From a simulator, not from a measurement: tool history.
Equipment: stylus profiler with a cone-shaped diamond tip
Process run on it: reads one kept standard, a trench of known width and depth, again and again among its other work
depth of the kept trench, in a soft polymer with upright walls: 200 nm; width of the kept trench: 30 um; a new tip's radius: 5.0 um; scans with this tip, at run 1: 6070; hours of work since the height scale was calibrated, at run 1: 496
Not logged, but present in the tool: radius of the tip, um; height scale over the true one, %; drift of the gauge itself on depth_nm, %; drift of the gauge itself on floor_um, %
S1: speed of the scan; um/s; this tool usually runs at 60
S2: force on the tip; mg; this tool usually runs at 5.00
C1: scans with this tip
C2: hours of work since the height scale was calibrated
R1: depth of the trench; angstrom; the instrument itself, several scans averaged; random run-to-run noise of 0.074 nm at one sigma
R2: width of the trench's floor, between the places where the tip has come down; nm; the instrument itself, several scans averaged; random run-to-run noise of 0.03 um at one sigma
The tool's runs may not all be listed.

run    hour   S1     S2     C1   C2      R1     R2
  1     0.0   60   5.00   6070  496  2045.2  26820
  2    28.2   60   5.00   6268  512  2044.3  26730
  3    60.3   60   5.00   6495  530  2044.5  26810
  4    81.9   60   5.00   6648  543  2044.1  26740
  5   115.4   60   5.00   6885  562  2045.3  26800
  6   133.5   60   5.00   7012  573  2044.6  26730
  7   161.0   64   5.00   7206  588  2046.1  26780
  8   192.3   64   5.70   7427  606  2049.1  26750
  9   211.9   60   5.00   7565  618  2045.5  26710
 10   230.2   60   3.27   7695  628  2036.4  26740
 11   262.4   60   3.27   7922  647  2034.3  26700
 12   298.3   60   5.00   8175  668  2047.6  26670
 13   320.5   60   5.00   8332  680  2047.0  26730
 14   358.0   60   5.00   8597  702  2047.1  26650
      360.9  -- height scale calibrated on a step standard
 15   384.4  209   5.00   8780   14  2051.7  26370
 16   421.3  209  10.90   9040   35  2079.3  26480
 17   444.5   60   5.00   9204   48  2051.3  26670
 18   484.6   60   5.00   9487   71  2050.3  26690
 19   504.7   60   5.00   9629   83  2051.5  26640
 20   536.4   67   1.75   9853  101  2030.1  26580
 21   557.5   41   4.75  10002  113  2051.2  26650
      565.2  -- height scale calibrated on a step standard, once more
 22   584.1   33   8.95  10186   11  2060.6  26730
 23   615.7  192   2.07  10409   29  2022.9  26140
 24   644.4   22   1.82  10612   46  2021.8  26630
 25   668.9   83   3.19  10785   60  2029.2  26500
 26   695.5   40   2.85  10972   75  2028.9  26590
 27   719.6   40   2.85  11143   89  2028.7  26610
 28   753.6   22   2.85  11383  109  2029.3  26670
 29   787.6   54   2.16  11622  128  2026.0  26510
 30   815.0   54   2.16  11816  144  2024.4  26510
 31   854.3   54   2.16  12093  167  2024.3  26540
 32   890.9  157   5.00  12352  188  2041.6  26320
 33   917.9   29   2.70  12542  203  2028.7  26560
 34   950.8   21   4.03  12775  222  2037.7  26620
 35   982.7   21   4.03  13000  241  2036.7  26600
 36  1010.8   18   1.90  13198  257  2023.6  26630
 37  1027.7  129  10.39  13318  267  2068.3  26460
 38  1064.1   48   8.95  13574  288  2062.2  26580

A few steps of R1 between consecutive runs. Split each: what settings, incoming material and random variation would produce without the hidden state, and what is left over for the hidden state, along with gauge scatter present in only one of the two compared results (measured, and without hidden state):
Run 14 -> 15: S1 60 -> 209, height scale calibrated on a step standard. R1 +4.6 angstrom: hidden state +4.3, all else +0.3.
Run 16 -> 17: S1 209 -> 60, S2 10.90 -> 5.00. R1 -28.0 angstrom: hidden state +0.1, all else -28.1.
Run 20 -> 21: S1 67 -> 41, S2 1.75 -> 4.75. R1 +21.1 angstrom: hidden state +0.3, all else +20.8.
Run 21 -> 22: S1 41 -> 33, S2 4.75 -> 8.95, height scale calibrated on a step standard, once more. R1 +9.4 angstrom: hidden state -11.1, all else +20.5.
Run 22 -> 23: S1 33 -> 192, S2 8.95 -> 2.07. R1 -37.7 angstrom: hidden state +0.1, all else -37.8.
Run 36 -> 37: S1 18 -> 129, S2 1.90 -> 10.39. R1 +44.7 angstrom: hidden state +0.1, all else +44.6.
